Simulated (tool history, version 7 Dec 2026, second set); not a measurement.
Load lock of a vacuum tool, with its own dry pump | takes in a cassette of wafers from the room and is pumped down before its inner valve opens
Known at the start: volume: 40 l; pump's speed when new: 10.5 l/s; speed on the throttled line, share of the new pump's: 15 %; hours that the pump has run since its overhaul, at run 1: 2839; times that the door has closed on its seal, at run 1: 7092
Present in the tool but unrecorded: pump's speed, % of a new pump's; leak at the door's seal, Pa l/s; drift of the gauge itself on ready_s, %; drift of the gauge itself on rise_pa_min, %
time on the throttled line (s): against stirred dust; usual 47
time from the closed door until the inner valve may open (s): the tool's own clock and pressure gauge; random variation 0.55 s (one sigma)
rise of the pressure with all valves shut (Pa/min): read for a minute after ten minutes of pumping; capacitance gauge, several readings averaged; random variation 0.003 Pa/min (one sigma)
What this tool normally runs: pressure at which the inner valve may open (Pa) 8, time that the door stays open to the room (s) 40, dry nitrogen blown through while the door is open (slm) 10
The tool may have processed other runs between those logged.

run,hour,time on the throttled line (s),pressure at which the inner valve may open (Pa),time that the door stays open to the room (s),dry nitrogen blown through while the door is open (slm),hours that the pump has run since its overhaul,times that the door has closed on its seal,"incoming humidity of the room's air, %",time from the closed door until the inner valve may open (s),rise of the pressure with all valves shut (Pa/min)
1,0.0,47,8,40,10,2839,7092,42.9,75.7,0.057
2,59.0,47,8,40,10,2898,7355,43.9,76.0,0.065
3,137.7,47,8,40,10,2976,7706,45.3,77.2,0.065
4,264.9,47,8,40,10,3103,8274,45.2,75.7,0.067
5,400.3,47,8,91,10,3239,8879,44.3,75.6,0.079
6,463.8,47,8,91,10,3302,9163,46.9,77.3,0.080
7,559.1,47,8,91,10,3398,9588,43.2,75.2,0.086
8,630.7,47,8,40,10,3469,9908,46.3,76.6,0.088
9,694.9,47,8,40,10,3533,10195,47.4,75.3,0.088
10,781.8,47,8,40,10,3620,10583,46.1,75.0,0.094
11,911.2,47,8,40,10,3750,11161,45.3,75.9,0.097
12,1049.3,47,8,40,10,3888,11777,45.9,77.9,0.104
13,1143.6,47,8,40,10,3982,12198,41.9,76.5,0.104
14,1241.1,37,8,115,10,4080,12634,46.2,68.6,0.122
15,1324.9,47,10,109,7,4163,13008,40.9,75.2,0.124
16,1402.3,47,10,109,7,4241,13354,46.5,75.7,0.133
17,1517.5,69,14,95,12,4356,13868,43.4,92.2,0.127
18,1582.3,69,14,95,12,4421,14158,44.0,93.7,0.143
19,1705.8,33,11,84,10,4544,14709,42.0,64.2,0.141
20,1817.8,33,11,84,10,4656,15210,44.9,63.5,0.150
21,1961.5,47,8,56,5,4800,15851,49.1,75.4,0.161
22,2093.0,47,8,56,5,4932,16439,44.9,75.9,0.166
23,2213.6,36,9,40,12,5052,16977,44.5,67.8,0.160
24,2284.0,25,12,40,22,5123,17291,49.3,56.2,0.161

The same runs without the tool's hidden state, with the same run-to-run variation:
run,rise of the pressure with all valves shut (Pa/min)
1,0.019
2,0.024
3,0.022
4,0.018
5,0.026
6,0.025
7,0.025
8,0.025
9,0.022
10,0.025
11,0.024
12,0.023
13,0.019
14,0.032
15,0.030
16,0.037
17,0.023
18,0.034
19,0.025
20,0.030
21,0.035
22,0.031
23,0.018
24,0.012
time from the closed door until the inner valve may open (s) without the hidden state stays within 0.5 of what was measured, in all runs.
